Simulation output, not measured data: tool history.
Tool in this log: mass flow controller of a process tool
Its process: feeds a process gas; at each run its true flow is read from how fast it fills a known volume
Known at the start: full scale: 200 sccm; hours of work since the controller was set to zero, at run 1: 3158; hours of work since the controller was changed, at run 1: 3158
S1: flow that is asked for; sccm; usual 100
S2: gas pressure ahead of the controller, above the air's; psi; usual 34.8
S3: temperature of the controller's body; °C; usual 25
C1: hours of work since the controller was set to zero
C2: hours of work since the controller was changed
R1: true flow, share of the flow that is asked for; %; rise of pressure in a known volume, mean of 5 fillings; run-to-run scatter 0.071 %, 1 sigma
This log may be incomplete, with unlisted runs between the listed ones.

| run | hour | S1 | S2 | S3 | C1 | C2 | R1 |
|---|---|---|---|---|---|---|---|
| 1 | 0 | 100 | 34.8 | 25 | 3158 | 3158 | 101.63 |
| 2 | 130.7 | 100 | 34.8 | 25 | 3210 | 3210 | 101.55 |
| 3 | 319.4 | 100 | 34.8 | 25 | 3286 | 3286 | 101.64 |
| 4 | 490.9 | 100 | 26 | 25 | 3355 | 3355 | 102.32 |
|  | 514.4 | controller's zero set anew |
| 5 | 631.6 | 100 | 29.6 | 25 | 47 | 3411 | 102.13 |
| 6 | 843.2 | 100 | 29.6 | 25 | 132 | 3495 | 102.19 |
| 7 | 1096.6 | 100 | 29.6 | 25 | 233 | 3597 | 102.32 |
| 8 | 1336.9 | 100 | 29.6 | 25 | 329 | 3693 | 102.3 |
| 9 | 1463.5 | 100 | 29.6 | 25 | 380 | 3744 | 102.38 |
| 10 | 1701.2 | 100 | 29.6 | 25 | 475 | 3839 | 102.54 |
| 11 | 1822.3 | 101 | 26.8 | 35 | 524 | 3888 | 101.54 |
|  | 1988.3 | controller's zero set anew, once more |
| 12 | 2085.3 | 37 | 38.3 | 25 | 39 | 3993 | 101.12 |
| 13 | 2240.7 | 134 | 25.5 | 25 | 101 | 4055 | 101.63 |

What if the next run were any one of these 4? Each begins from the tool's condition after run 13:
| A | 2429.3 | 31 | 37.9 | 35 | 177 | 4130 | ? |
| B | 2429.3 | 56 | 23.9 | 40 | 177 | 4130 | ? |
| C | 2429.3 | 100 | 34.8 | 40 | 177 | 4130 | ? |
| D | 2429.3 | 134 | 29.9 | 25 | 177 | 4130 | ? |

| run | R1 |
|---|---|
| A | 100.4 |
| B | 100.39 |
| C | 99.91 |
| D | 101.32 |
The same runs, with their run-to-run variation unchanged, on a tool lacking any hidden condition would have given:
| run | R1 |
|---|---|
| A | 98.26 |
| B | 98.5 |
| C | 98.14 |
| D | 99.6 |

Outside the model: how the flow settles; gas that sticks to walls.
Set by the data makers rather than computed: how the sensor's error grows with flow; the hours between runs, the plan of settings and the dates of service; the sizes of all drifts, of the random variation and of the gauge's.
